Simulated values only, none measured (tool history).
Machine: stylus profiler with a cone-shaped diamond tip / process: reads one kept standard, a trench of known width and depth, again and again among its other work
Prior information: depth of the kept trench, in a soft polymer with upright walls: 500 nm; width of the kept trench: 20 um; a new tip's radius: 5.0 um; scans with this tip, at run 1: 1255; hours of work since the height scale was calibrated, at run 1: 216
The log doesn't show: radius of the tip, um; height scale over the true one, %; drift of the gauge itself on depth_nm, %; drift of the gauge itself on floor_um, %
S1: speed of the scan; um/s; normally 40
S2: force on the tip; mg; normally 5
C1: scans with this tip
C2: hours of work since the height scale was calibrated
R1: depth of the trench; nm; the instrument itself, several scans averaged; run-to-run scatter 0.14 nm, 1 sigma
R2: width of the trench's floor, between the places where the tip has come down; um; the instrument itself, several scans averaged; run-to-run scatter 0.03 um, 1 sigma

| run | day | S1 | S2 | C1 | C2 | R1 | R2 |
|---|---|---|---|---|---|---|---|
| 1 | 0 | 40 | 5 | 1255 | 216 | 506.86 | 15.49 |
| 2 | 0.592 | 40 | 5 | 1310 | 225 | 506.86 | 15.48 |
| 3 | 1.783 | 40 | 5 | 1422 | 245 | 506.54 | 15.48 |
| 4 | 2.888 | 40 | 5 | 1524 | 262 | 506.73 | 15.39 |
| 5 | 3.883 | 40 | 5 | 1617 | 278 | 506.45 | 15.44 |
| 6 | 4.612 | 40 | 5 | 1685 | 290 | 506.51 | 15.49 |
| 7 | 5.392 | 40 | 5 | 1758 | 302 | 506.31 | 15.46 |
| 8 | 6.383 | 40 | 6.93 | 1850 | 318 | 508.17 | 15.42 |
| 9 | 7.408 | 40 | 5 | 1945 | 335 | 506.45 | 15.42 |
| 10 | 8.062 | 40 | 6.85 | 2006 | 345 | 507.96 | 15.4 |
| 11 | 8.912 | 40 | 6.85 | 2085 | 359 | 508.28 | 15.43 |
| 12 | 9.804 | 37 | 6.85 | 2168 | 373 | 508.04 | 15.4 |
| 13 | 10.683 | 37 | 6.85 | 2250 | 387 | 507.85 | 15.39 |
| 14 | 11.462 | 37 | 6.85 | 2323 | 399 | 507.85 | 15.41 |
|  | 11.596 | height scale calibrated on a step standard |
| 15 | 12.267 | 27 | 5 | 2396 | 11 | 505.59 | 15.36 |
| 16 | 12.975 | 34 | 5 | 2462 | 22 | 505.6 | 15.43 |
| 17 | 13.525 | 48 | 9.95 | 2513 | 31 | 509.46 | 15.38 |
| 18 | 14.321 | 56 | 1.84 | 2587 | 44 | 501.9 | 15.28 |
| 19 | 15.517 | 45 | 3.72 | 2698 | 63 | 504.13 | 15.33 |
| 20 | 16.208 | 45 | 3.72 | 2763 | 74 | 503.98 | 15.28 |
| 21 | 17.517 | 81 | 5 | 2885 | 95 | 505.26 | 15.23 |
|  | 18.046 | height scale calibrated on a step standard, once more |
| 22 | 18.417 | 40 | 13.57 | 2966 | 6 | 513.78 | 15.36 |
| 23 | 19.404 | 101 | 9.66 | 3059 | 22 | 510.86 | 15.26 |
| 24 | 20.288 | 14 | 3.35 | 3141 | 36 | 505.14 | 15.31 |
| 25 | 21.562 | 80 | 7.04 | 3259 | 56 | 508.75 | 15.24 |
| 26 | 22.446 | 80 | 7.04 | 3341 | 70 | 508.78 | 15.26 |
| 27 | 23.142 | 80 | 7.04 | 3406 | 82 | 508.6 | 15.26 |
| 28 | 24.096 | 80 | 7.04 | 3495 | 97 | 508.57 | 15.22 |

Alternative continuations, all from the tool just after run 28; predict every row:
| A | 25.308 | 56 | 3.52 | 3608 | 116 | ? | ? |
| B | 25.308 | 121 | 5 | 3608 | 116 | ? | ? |
| C | 25.308 | 80 | 2.74 | 3608 | 116 | ? | ? |
| D | 25.308 | 65 | 2.33 | 3608 | 116 | ? | ? |

| run | R1 | R2 |
|---|---|---|
| A | 505.13 | 15.29 |
| B | 506.92 | 15.15 |
| C | 504.32 | 15.16 |
| D | 504.02 | 15.13 |
Without the tool's unlogged condition, the same runs would have read:
| run | R1 | R2 |
|---|---|---|
| A | 505.58 | 15.61 |
| B | 507.38 | 15.46 |
| C | 504.78 | 15.48 |
| D | 504.47 | 15.45 |
